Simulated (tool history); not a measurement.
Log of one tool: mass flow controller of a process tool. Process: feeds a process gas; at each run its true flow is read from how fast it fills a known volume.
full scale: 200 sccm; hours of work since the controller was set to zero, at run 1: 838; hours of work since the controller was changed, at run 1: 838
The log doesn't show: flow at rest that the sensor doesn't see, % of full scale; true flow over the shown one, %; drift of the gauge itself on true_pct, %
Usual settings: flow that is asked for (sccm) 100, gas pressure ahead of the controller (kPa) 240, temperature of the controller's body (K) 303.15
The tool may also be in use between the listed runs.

run    hour  flow that is asked for (sccm)  gas pressure ahead of the controller (kPa)  temperature of the controller's body (K)  hours of work since the controller was set to zero  hours of work since the controller was changed  true flow (%)
  1     0.0                            100                                         240                                    303.15                                                 838                                             838          99.78
  2   304.8                            100                                         232                                    303.15                                                1065                                            1065          99.91
  3   554.9                            100                                         232                                    303.15                                                1251                                            1251          99.81
  4   923.8                            100                                         240                                    303.15                                                1525                                            1525          99.88
  5  1166.1                            100                                         240                                    303.15                                                1705                                            1705          99.95
  6  1597.7                            100                                         240                                    303.15                                                2026                                            2026         100.11
  7  1964.6                            100                                         240                                    303.15                                                2299                                            2299         100.13
  8  2249.1                            100                                         240                                    303.15                                                2511                                            2511         100.05
     2275.3  -- controller's zero set anew
  9  2549.1                            100                                         240                                    303.15                                                 204                                            2734         100.62
 10  2916.7                            100                                         240                                    296.15                                                 477                                            3007         100.05
 11  3400.2                            100                                         223                                    303.15                                                 836                                            3366         100.76
 12  3704.7                            100                                         223                                    303.15                                                1063                                            3593         100.73
 13  3958.3                            100                                         245                                    308.15                                                1251                                            3781         101.08
 14  4231.2                             46                                         186                                    300.15                                                1454                                            3984         102.40
 15  4440.7                            105                                         209                                    301.15                                                1610                                            4140         100.83
     4475.6  -- controller's zero set anew, once more
 16  4884.5                            105                                         209                                    301.15                                                 304                                            4470          99.60
 17  5208.4                            100                                         240                                    294.15                                                 545                                            4711          98.74
 18  5628.8                            157                                         210                                    300.15                                                 857                                            5023          99.73
 19  5932.3                             47                                         210                                    300.15                                                1083                                            5249          99.66
 20  6185.2                             34                                         240                                    303.15                                                1271                                            5437          99.91
 21  6605.8                             34                                         240                                    303.15                                                1584                                            5750         100.25
 22  6992.4                            100                                         219                                    304.15                                                1871                                            6037          99.96
 23  7370.4                             25                                         196                                    304.15                                                2153                                            6318         101.69
 24  7795.2                             25                                         244                                    299.15                                                2468                                            6634         101.47

5 ways to go on from here, each from the tool as it stands after run 24. What would each give?
  A  8131.0                             89                                         167                                    295.15                                                2718                                            6884              ?
  B  8131.0                             91                                         240                                    305.15                                                2718                                            6884              ?
  C  8131.0                            100                                         240                                    304.15                                                2718                                            6884              ?
  D  8131.0                             29                                         212                                    303.15                                                2718                                            6884              ?
  E  8131.0                             29                                         240                                    303.15                                                2718                                            6884              ?

run  true flow (%)
  A          99.70
  B         100.08
  C          99.87
  D         101.46
  E         101.41
Without the tool's hidden state the same runs would have given:
run  true flow (%)
  A          99.37
  B          99.77
  C          99.64
  D          99.30
  E          99.25

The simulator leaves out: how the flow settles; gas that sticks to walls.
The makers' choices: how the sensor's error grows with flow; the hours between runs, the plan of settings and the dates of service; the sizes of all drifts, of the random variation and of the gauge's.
